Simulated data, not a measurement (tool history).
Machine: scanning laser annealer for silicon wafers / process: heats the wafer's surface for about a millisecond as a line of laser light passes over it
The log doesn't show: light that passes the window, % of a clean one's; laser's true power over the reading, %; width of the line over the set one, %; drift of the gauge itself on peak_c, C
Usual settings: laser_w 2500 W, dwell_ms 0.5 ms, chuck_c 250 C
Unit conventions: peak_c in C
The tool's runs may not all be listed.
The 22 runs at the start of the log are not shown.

run    hour  laser_w  dwell_ms  chuck_c  hours of work since the window was cleaned  hours of work since the power meter was calibrated  hours of work since the optics were aligned  peak_c
 23  1231.6     2693     0.502      264                                         838                                                1609                                          254    1096
     1296.8  -- window over the wafer cleaned
 24  1318.2     2693     0.502      264                                           9                                                1646                                          291    1116
 25  1393.7     2693     0.502      264                                          42                                                1679                                          324    1111
 26  1453.5     2693     0.502      264                                          69                                                1705                                          350    1111
 27  1509.3     2500     0.513      222                                          93                                                1730                                          375    1007
 28  1558.4     2500       0.5      224                                         115                                                1751                                          396     993
 29  1642.7     2512     0.529      288                                         152                                                1788                                          433    1086
 30  1719.4     2500       0.5      220                                         185                                                1822                                          467     989
 31  1794.3     2500     0.441      250                                         218                                                1855                                          500     968
 32  1852.8     2279     0.358      243                                         244                                                1880                                          525     814
 33  1929.9     2125     0.358      230                                         278                                                1914                                          559     754
 34  1993.5     2208     0.459      250                                         305                                                1942                                          587     883
 35    2073     2500     0.354      250                                         340                                                1977                                          622     878
 36  2111.1     2500     0.354      250                                         357                                                1994                                          638     878
 37  2185.1     2500     0.354      250                                         389                                                2026                                          671     881
 38  2224.3     2500     0.354      250                                         407                                                2043                                          688     877
 39  2271.5     2596     0.396      270                                         427                                                2064                                          709     970
 40  2336.9     2689     0.447      270                                         456                                                2093                                          737    1044
 41  2388.5     2218     0.381      244                                         479                                                2115                                          760     811

Consider 4 possible next runs. They are alternatives, not a sequence: every one starts from the tool as it was left by run 41. What does each give?
  A  2444.3     2272     0.362      255                                         503                                                2140                                          784       ?
  B  2444.3     2659     0.582      262                                         503                                                2140                                          784       ?
  C  2444.3     2500     0.419      264                                         503                                                2140                                          784       ?
  D  2444.3     2271     0.584      274                                         503                                                2140                                          784       ?

run  peak_c
  A     821
  B    1149
  C     951
  D    1011
Without the tool's unlogged condition, the same runs would have read:
run  peak_c
  A     835
  B    1172
  C     969
  D    1030
